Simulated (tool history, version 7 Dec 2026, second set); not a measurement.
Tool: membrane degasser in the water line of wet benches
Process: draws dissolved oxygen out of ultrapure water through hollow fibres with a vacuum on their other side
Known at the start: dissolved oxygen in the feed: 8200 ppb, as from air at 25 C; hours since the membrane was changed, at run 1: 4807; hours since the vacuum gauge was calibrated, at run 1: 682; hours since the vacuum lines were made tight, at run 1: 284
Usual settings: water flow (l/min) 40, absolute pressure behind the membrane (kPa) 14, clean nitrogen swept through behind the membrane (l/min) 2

| run | hour | water flow (l/min) | absolute pressure behind the membrane (kPa) | clean nitrogen swept through behind the membrane (l/min) | hours since the membrane was changed | hours since the vacuum gauge was calibrated | hours since the vacuum lines were made tight | dissolved oxygen in the water behind the degasser (ppb) | pressure that the water loses in the fibres (kPa) |
|---|---|---|---|---|---|---|---|---|---|
| 1 | 0 | 40 | 14 | 2 | 4807 | 682 | 284 | 473.3 | 51.23 |
| 2 | 100.1 | 25 | 14 | 2 | 4907 | 782 | 384 | 308.6 | 32.21 |
| 3 | 210.8 | 25 | 14 | 2 | 5018 | 893 | 495 | 307.7 | 32 |
| 4 | 316.6 | 25 | 14 | 2 | 5124 | 999 | 601 | 309.6 | 32.29 |
| 5 | 496.2 | 25 | 14 | 2 | 5303 | 1178 | 780 | 310.7 | 32.2 |
| 6 | 610.4 | 25 | 14 | 2 | 5417 | 1293 | 895 | 309.5 | 32.54 |
| 7 | 762.3 | 25 | 14 | 2 | 5569 | 1445 | 1047 | 311.5 | 32.44 |
| 8 | 931.3 | 25 | 14 | 2 | 5738 | 1614 | 1216 | 310.6 | 32.52 |
| 9 | 1116.1 | 25 | 23.6 | 2 | 5923 | 1798 | 1400 | 566.4 | 32.51 |
| 10 | 1205.6 | 25 | 23.6 | 2 | 6013 | 1888 | 1490 | 561.7 | 32.44 |
| 11 | 1419.3 | 25 | 23.6 | 2 | 6226 | 2102 | 1704 | 568.6 | 32.57 |
| 12 | 1629.2 | 25 | 23.6 | 2 | 6436 | 2312 | 1913 | 567 | 32.48 |
| 13 | 1843.8 | 25 | 23.6 | 2 | 6651 | 2526 | 2128 | 564.3 | 32.65 |
| 14 | 2036.6 | 40 | 14 | 2 | 6844 | 2719 | 2321 | 478 | 53.13 |
| 15 | 2198.9 | 40 | 14 | 2 | 7006 | 2881 | 2483 | 478.9 | 52.58 |
| 16 | 2311.2 | 62 | 14 | 2 | 7118 | 2994 | 2596 | 695.8 | 82.19 |
| 17 | 2420.8 | 51 | 14 | 2 | 7228 | 3103 | 2705 | 588.5 | 67.71 |
| 18 | 2509.8 | 40 | 17.4 | 2 | 7317 | 3192 | 2794 | 614.6 | 52.54 |
| 19 | 2680.3 | 33 | 17.2 | 5.51 | 7487 | 3363 | 2965 | 212.4 | 43.85 |
| 20 | 2886.2 | 33 | 17.2 | 5.51 | 7693 | 3569 | 3170 | 213.8 | 43.77 |
| 21 | 2997.2 | 62 | 10.3 | 5.51 | 7804 | 3680 | 3282 | 224.1 | 82.25 |
| 22 | 3106.2 | 40 | 20.2 | 1.69 | 7913 | 3789 | 3391 | 826.1 | 53.23 |
| 23 | 3318.5 | 25 | 30.1 | 2 | 8126 | 4001 | 3603 | 731.4 | 33.59 |
| 24 | 3430.1 | 35 | 14 | 0.86 | 8237 | 4112 | 3714 | 820.9 | 47.02 |
| 25 | 3546.8 | 31 | 12.3 | 0.86 | 8354 | 4229 | 3831 | 637.8 | 41.23 |
| 26 | 3761.7 | 30 | 14 | 4.37 | 8569 | 4444 | 4046 | 187.9 | 40.15 |
| 27 | 3851.4 | 30 | 14 | 4.37 | 8658 | 4534 | 4136 | 185.7 | 40.61 |
| 28 | 4056.9 | 27 | 14 | 2.02 | 8864 | 4739 | 4341 | 337.6 | 36.35 |
| 29 | 4240.2 | 40 | 24.3 | 3.91 | 9047 | 4923 | 4524 | 506 | 53.91 |
| 30 | 4347.7 | 40 | 12 | 1.01 | 9155 | 5030 | 4632 | 677.4 | 54.56 |
| 31 | 4554.3 | 44 | 14 | 0.91 | 9361 | 5237 | 4839 | 939.5 | 59.58 |
| 32 | 4762.7 | 44 | 14 | 2.71 | 9570 | 5445 | 5047 | 412.9 | 59.74 |
| 33 | 4961.8 | 50 | 16.8 | 2.62 | 9769 | 5644 | 5246 | 581 | 67.81 |

The same runs without the tool's hidden state, with the same run-to-run variation:
The hidden state here: membrane still open, %; true pressure behind the membrane over the reading, kPa; air that leaks in behind the membrane, l/min; drift of the gauge itself on oxygen_ppb, %; drift of the gauge itself on loss_of_pressure_kpa, %.
| run | dissolved oxygen in the water behind the degasser (ppb) | pressure that the water loses in the fibres (kPa) |
|---|---|---|
| 1 | 468.9 | 48.27 |
| 2 | 306.4 | 30.31 |
| 3 | 305.3 | 30.07 |
| 4 | 307.1 | 30.3 |
| 5 | 307.9 | 30.15 |
| 6 | 306.4 | 30.43 |
| 7 | 308.2 | 30.27 |
| 8 | 307.1 | 30.27 |
| 9 | 561.8 | 30.21 |
| 10 | 556.9 | 30.11 |
| 11 | 563.4 | 30.13 |
| 12 | 561.4 | 29.97 |
| 13 | 558.3 | 30.07 |
| 14 | 468.7 | 48.84 |
| 15 | 469.2 | 48.22 |
| 16 | 679.1 | 75.29 |
| 17 | 574.9 | 61.93 |
| 18 | 604 | 47.99 |
| 19 | 205.2 | 39.97 |
| 20 | 206.2 | 39.81 |
| 21 | 205.7 | 74.7 |
| 22 | 813.8 | 48.27 |
| 23 | 721.5 | 30.39 |
| 24 | 808.9 | 42.48 |
| 25 | 626.6 | 37.17 |
| 26 | 179.8 | 36.1 |
| 27 | 177.7 | 36.49 |
| 28 | 328.1 | 32.56 |
| 29 | 492.1 | 48.2 |
| 30 | 660.7 | 48.73 |
| 31 | 921.1 | 53.05 |
| 32 | 395.5 | 53.07 |
| 33 | 560.3 | 60.07 |

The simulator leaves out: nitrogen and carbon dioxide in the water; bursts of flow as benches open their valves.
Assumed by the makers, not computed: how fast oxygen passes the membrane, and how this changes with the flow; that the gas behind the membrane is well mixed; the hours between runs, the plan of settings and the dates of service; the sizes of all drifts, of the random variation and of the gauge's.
